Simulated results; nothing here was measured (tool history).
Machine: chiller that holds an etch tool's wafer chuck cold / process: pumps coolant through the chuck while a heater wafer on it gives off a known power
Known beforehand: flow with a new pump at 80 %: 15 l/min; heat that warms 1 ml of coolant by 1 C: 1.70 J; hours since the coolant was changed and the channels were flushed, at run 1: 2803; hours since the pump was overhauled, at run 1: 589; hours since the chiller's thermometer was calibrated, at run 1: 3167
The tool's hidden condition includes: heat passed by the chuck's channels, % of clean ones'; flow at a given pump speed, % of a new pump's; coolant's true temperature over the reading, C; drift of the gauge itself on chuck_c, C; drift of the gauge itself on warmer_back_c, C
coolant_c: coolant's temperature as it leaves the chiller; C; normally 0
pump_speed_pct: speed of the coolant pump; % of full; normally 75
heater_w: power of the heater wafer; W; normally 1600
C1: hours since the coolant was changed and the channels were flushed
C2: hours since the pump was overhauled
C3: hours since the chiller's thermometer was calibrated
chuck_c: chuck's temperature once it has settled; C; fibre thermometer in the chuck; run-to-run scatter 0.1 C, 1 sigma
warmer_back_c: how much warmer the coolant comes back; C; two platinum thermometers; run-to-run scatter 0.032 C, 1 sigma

{"run": 1, "hour": 0.0, "coolant_c": 0, "pump_speed_pct": 75, "heater_w": 1600, "C1": 2803, "C2": 589, "C3": 3167, "chuck_c": 13.4, "warmer_back_c": 4.13}
{"run": 2, "hour": 51.4, "coolant_c": 0, "pump_speed_pct": 75, "heater_w": 1600, "C1": 2855, "C2": 641, "C3": 3219, "chuck_c": 13.3, "warmer_back_c": 4.19}
{"run": 3, "hour": 103.1, "coolant_c": 0, "pump_speed_pct": 75, "heater_w": 1600, "C1": 2907, "C2": 692, "C3": 3271, "chuck_c": 13.5, "warmer_back_c": 4.1}
{"run": 4, "hour": 145.6, "coolant_c": 6, "pump_speed_pct": 75, "heater_w": 1600, "C1": 2949, "C2": 735, "C3": 3313, "chuck_c": 19.7, "warmer_back_c": 4.07}
{"run": 5, "hour": 196.4, "coolant_c": 6, "pump_speed_pct": 75, "heater_w": 1600, "C1": 3000, "C2": 786, "C3": 3364, "chuck_c": 19.7, "warmer_back_c": 4.14}
{"run": 6, "hour": 229.2, "coolant_c": 6, "pump_speed_pct": 75, "heater_w": 1600, "C1": 3033, "C2": 818, "C3": 3397, "chuck_c": 19.7, "warmer_back_c": 4.15}
{"run": 7, "hour": 255.8, "coolant_c": 6, "pump_speed_pct": 75, "heater_w": 1600, "C1": 3059, "C2": 845, "C3": 3423, "chuck_c": 19.7, "warmer_back_c": 4.14}
{"run": 8, "hour": 289.7, "coolant_c": 0, "pump_speed_pct": 75, "heater_w": 1600, "C1": 3093, "C2": 879, "C3": 3457, "chuck_c": 13.6, "warmer_back_c": 4.14}
{"run": 9, "hour": 332.8, "coolant_c": 0, "pump_speed_pct": 75, "heater_w": 1600, "C1": 3136, "C2": 922, "C3": 3500, "chuck_c": 13.8, "warmer_back_c": 4.12}
{"run": 10, "hour": 373.8, "coolant_c": 0, "pump_speed_pct": 88, "heater_w": 2075, "C1": 3177, "C2": 963, "C3": 3541, "chuck_c": 16.3, "warmer_back_c": 4.44}
{"run": 11, "hour": 395.9, "coolant_c": 0, "pump_speed_pct": 70, "heater_w": 1496, "C1": 3199, "C2": 985, "C3": 3563, "chuck_c": 13.2, "warmer_back_c": 4.18}
{"run": 12, "hour": 438.8, "coolant_c": 9, "pump_speed_pct": 71, "heater_w": 1906, "C1": 3242, "C2": 1028, "C3": 3606, "chuck_c": 26, "warmer_back_c": 5.23}
{"run": 13, "hour": 483.9, "coolant_c": 0, "pump_speed_pct": 64, "heater_w": 1372, "C1": 3287, "C2": 1073, "C3": 3651, "chuck_c": 13.1, "warmer_back_c": 4.29}
{"run": 14, "hour": 512.1, "coolant_c": 10, "pump_speed_pct": 73, "heater_w": 1879, "C1": 3316, "C2": 1101, "C3": 3680, "chuck_c": 26.1, "warmer_back_c": 5.03}
{"run": 15, "hour": 550.1, "coolant_c": 1, "pump_speed_pct": 63, "heater_w": 1662, "C1": 3354, "C2": 1139, "C3": 3718, "chuck_c": 16.9, "warmer_back_c": 5.2}

Predict each of these 3 candidate next runs independently; none follows another, all start after run 15:
{"run": "A", "hour": 582.2, "coolant_c": -9, "pump_speed_pct": 75, "heater_w": 2002, "C1": 3386, "C2": 1171, "C3": 3750, "chuck_c": "?", "warmer_back_c": "?"}
{"run": "B", "hour": 582.2, "coolant_c": 10, "pump_speed_pct": 75, "heater_w": 957, "C1": 3386, "C2": 1171, "C3": 3750, "chuck_c": "?", "warmer_back_c": "?"}
{"run": "C", "hour": 582.2, "coolant_c": -3, "pump_speed_pct": 98, "heater_w": 1600, "C1": 3386, "C2": 1171, "C3": 3750, "chuck_c": "?", "warmer_back_c": "?"}

run=A chuck_c=8.3 warmer_back_c=5.15
run=B chuck_c=18.6 warmer_back_c=2.42
run=C chuck_c=8.9 warmer_back_c=3.1
Without the tool's hidden state the same runs would have given:
run=A chuck_c=5.7 warmer_back_c=5.05
run=B chuck_c=17.1 warmer_back_c=2.38
run=C chuck_c=6.9 warmer_back_c=3.04
